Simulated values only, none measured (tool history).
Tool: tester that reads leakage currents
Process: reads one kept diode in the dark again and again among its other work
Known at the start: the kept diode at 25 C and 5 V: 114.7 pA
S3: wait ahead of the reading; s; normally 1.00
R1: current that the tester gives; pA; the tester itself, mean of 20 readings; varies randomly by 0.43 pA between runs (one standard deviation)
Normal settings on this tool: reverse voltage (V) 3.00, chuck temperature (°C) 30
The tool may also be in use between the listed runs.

run 1 hour=0.0 | reverse_voltage_(V)=3.00 chuck_temperature_(°C)=30 S3=1.00 | R1=141.78
run 2 hour=94.9 | reverse_voltage_(V)=3.00 chuck_temperature_(°C)=57 S3=1.00 | R1=1468.81
run 3 hour=185.2 | reverse_voltage_(V)=3.00 chuck_temperature_(°C)=57 S3=1.00 | R1=1473.13
run 4 hour=245.0 | reverse_voltage_(V)=3.00 chuck_temperature_(°C)=57 S3=1.00 | R1=1466.66
run 5 hour=289.1 | reverse_voltage_(V)=3.00 chuck_temperature_(°C)=57 S3=1.00 | R1=1467.79
run 6 hour=366.9 | reverse_voltage_(V)=4.37 chuck_temperature_(°C)=30 S3=1.00 | R1=172.88
run 7 hour=441.3 | reverse_voltage_(V)=4.37 chuck_temperature_(°C)=30 S3=1.00 | R1=172.73
run 8 hour=510.8 | reverse_voltage_(V)=4.37 chuck_temperature_(°C)=30 S3=1.00 | R1=173.05
run 9 hour=568.8 | reverse_voltage_(V)=4.37 chuck_temperature_(°C)=30 S3=1.00 | R1=172.93
run 10 hour=617.8 | reverse_voltage_(V)=4.37 chuck_temperature_(°C)=30 S3=1.00 | R1=172.65
run 11 hour=675.1 | reverse_voltage_(V)=4.37 chuck_temperature_(°C)=30 S3=1.00 | R1=174.85
-- hour=711.0 chuck's temperature calibrated
run 12 hour=737.0 | reverse_voltage_(V)=4.37 chuck_temperature_(°C)=30 S3=1.00 | R1=173.29
run 13 hour=803.0 | reverse_voltage_(V)=1.38 chuck_temperature_(°C)=30 S3=1.00 | R1=93.57
run 14 hour=864.9 | reverse_voltage_(V)=1.38 chuck_temperature_(°C)=30 S3=1.00 | R1=93.02
run 15 hour=948.0 | reverse_voltage_(V)=3.00 chuck_temperature_(°C)=30 S3=1.00 | R1=141.84
run 16 hour=1053.8 | reverse_voltage_(V)=3.00 chuck_temperature_(°C)=30 S3=1.00 | R1=141.06
run 17 hour=1137.4 | reverse_voltage_(V)=3.00 chuck_temperature_(°C)=30 S3=1.98 | R1=141.11
run 18 hour=1244.1 | reverse_voltage_(V)=3.00 chuck_temperature_(°C)=30 S3=8.93 | R1=141.35
run 19 hour=1309.8 | reverse_voltage_(V)=3.00 chuck_temperature_(°C)=27 S3=8.93 | R1=105.99
run 20 hour=1382.3 | reverse_voltage_(V)=3.00 chuck_temperature_(°C)=50 S3=1.00 | R1=832.03
run 21 hour=1429.5 | reverse_voltage_(V)=3.00 chuck_temperature_(°C)=50 S3=1.00 | R1=835.51
run 22 hour=1534.2 | reverse_voltage_(V)=3.00 chuck_temperature_(°C)=49 S3=3.02 | R1=762.68
run 23 hour=1629.0 | reverse_voltage_(V)=5.55 chuck_temperature_(°C)=20 S3=1.22 | R1=74.53
run 24 hour=1703.8 | reverse_voltage_(V)=4.59 chuck_temperature_(°C)=23 S3=4.87 | R1=89.96
run 25 hour=1780.7 | reverse_voltage_(V)=4.59 chuck_temperature_(°C)=23 S3=4.87 | R1=90.11
run 26 hour=1856.1 | reverse_voltage_(V)=3.00 chuck_temperature_(°C)=47 S3=0.62 | R1=647.64
-- hour=1917.3 tester calibrated
run 27 hour=1938.6 | reverse_voltage_(V)=3.00 chuck_temperature_(°C)=47 S3=0.62 | R1=645.91
run 28 hour=2034.6 | reverse_voltage_(V)=3.00 chuck_temperature_(°C)=47 S3=0.62 | R1=645.76
run 29 hour=2110.2 | reverse_voltage_(V)=1.69 chuck_temperature_(°C)=28 S3=0.43 | R1=86.73
run 30 hour=2166.9 | reverse_voltage_(V)=2.89 chuck_temperature_(°C)=46 S3=1.51 | R1=581.61
run 31 hour=2253.1 | reverse_voltage_(V)=2.89 chuck_temperature_(°C)=46 S3=1.51 | R1=582.72
run 32 hour=2333.1 | reverse_voltage_(V)=2.89 chuck_temperature_(°C)=46 S3=1.51 | R1=582.87
run 33 hour=2439.0 | reverse_voltage_(V)=3.31 chuck_temperature_(°C)=23 S3=1.51 | R1=76.02
-- hour=2532.3 chuck's temperature calibrated
run 34 hour=2540.7 | reverse_voltage_(V)=4.63 chuck_temperature_(°C)=30 S3=1.00 | R1=178.62
-- hour=2610.0 probe card cleaned and baked
run 35 hour=2650.1 | reverse_voltage_(V)=4.63 chuck_temperature_(°C)=30 S3=1.00 | R1=179.54
run 36 hour=2735.2 | reverse_voltage_(V)=4.63 chuck_temperature_(°C)=30 S3=1.00 | R1=178.45
run 37 hour=2808.6 | reverse_voltage_(V)=4.63 chuck_temperature_(°C)=30 S3=0.36 | R1=180.93
run 38 hour=2910.5 | reverse_voltage_(V)=7.07 chuck_temperature_(°C)=21 S3=1.48 | R1=93.22
run 39 hour=2993.0 | reverse_voltage_(V)=4.89 chuck_temperature_(°C)=38 S3=3.89 | R1=382.09
run 40 hour=3093.9 | reverse_voltage_(V)=1.61 chuck_temperature_(°C)=22 S3=1.00 | R1=46.53
run 41 hour=3180.8 | reverse_voltage_(V)=1.61 chuck_temperature_(°C)=22 S3=1.00 | R1=46.88

3 ways to go on from here, each from the tool as it stands after run 41. What would each give?
run A hour=3267.3 | reverse_voltage_(V)=4.52 chuck_temperature_(°C)=50 S3=1.00 | R1=?
run B hour=3267.3 | reverse_voltage_(V)=9.24 chuck_temperature_(°C)=33 S3=7.59 | R1=?
run C hour=3267.3 | reverse_voltage_(V)=1.52 chuck_temperature_(°C)=37 S3=0.58 | R1=?

run=A R1=1038.94
run=B R1=341.27
run=C R1=188.05
With the hidden condition removed and each run's random variation left untouched, the same runs would have given:
run=A R1=1039.41
run=B R1=341.44
run=C R1=188.14
